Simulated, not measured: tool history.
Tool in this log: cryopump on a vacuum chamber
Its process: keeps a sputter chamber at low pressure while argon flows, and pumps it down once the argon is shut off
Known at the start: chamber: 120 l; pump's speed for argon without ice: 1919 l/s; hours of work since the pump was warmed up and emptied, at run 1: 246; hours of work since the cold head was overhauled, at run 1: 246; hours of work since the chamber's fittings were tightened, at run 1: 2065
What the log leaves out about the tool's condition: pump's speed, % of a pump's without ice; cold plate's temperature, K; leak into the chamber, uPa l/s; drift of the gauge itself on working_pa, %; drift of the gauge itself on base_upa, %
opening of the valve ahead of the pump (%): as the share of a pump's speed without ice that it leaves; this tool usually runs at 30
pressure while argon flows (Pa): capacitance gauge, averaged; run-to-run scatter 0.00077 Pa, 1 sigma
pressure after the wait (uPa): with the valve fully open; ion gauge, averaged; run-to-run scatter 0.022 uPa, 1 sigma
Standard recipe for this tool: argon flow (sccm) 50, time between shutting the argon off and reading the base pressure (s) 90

run,hour,argon flow (sccm),time between shutting the argon off and reading the base pressure (s),opening of the valve ahead of the pump (%),hours of work since the pump was warmed up and emptied,hours of work since the cold head was overhauled,hours of work since the chamber's fittings were tightened,pressure while argon flows (Pa),pressure after the wait (uPa)
1,0,50,90,30,246,246,2065,0.1504,0.99
2,38.1,50,90,30,272,272,2090,0.1494,0.91
3,61.7,50,90,30,287,287,2106,0.1494,1.01
4,91.6,27,90,30,307,307,2125,0.081,1
5,118.9,27,90,30,325,325,2143,0.0815,1.01
6,151,27,90,30,346,346,2164,0.0812,0.99
7,186.5,27,90,30,369,369,2188,0.0828,1.02
8,211.1,44,90,40,386,386,2204,0.101,1.05
9,229.4,33,30,34,398,398,2216,0.0893,1.77
10,259.9,50,115,39,418,418,2236,0.1183,0.92

Branching from run 10: 4 alternative next runs. What would each branch give?
A,296.2,27,23,24,442,442,2260,?,?
B,296.2,66,90,30,442,442,2260,?,?
C,296.2,56,52,38,442,442,2260,?,?
D,296.2,23,22,21,442,442,2260,?,?

run,pressure while argon flows (Pa),pressure after the wait (uPa)
A,0.1026,2.17
B,0.2003,1.01
C,0.1374,1.28
D,0.0982,2.25
Had the tool no hidden state, the same runs would have come out as:
run,pressure while argon flows (Pa),pressure after the wait (uPa)
A,0.0997,1.68
B,0.1932,0.52
C,0.1313,0.79
D,0.0957,1.75
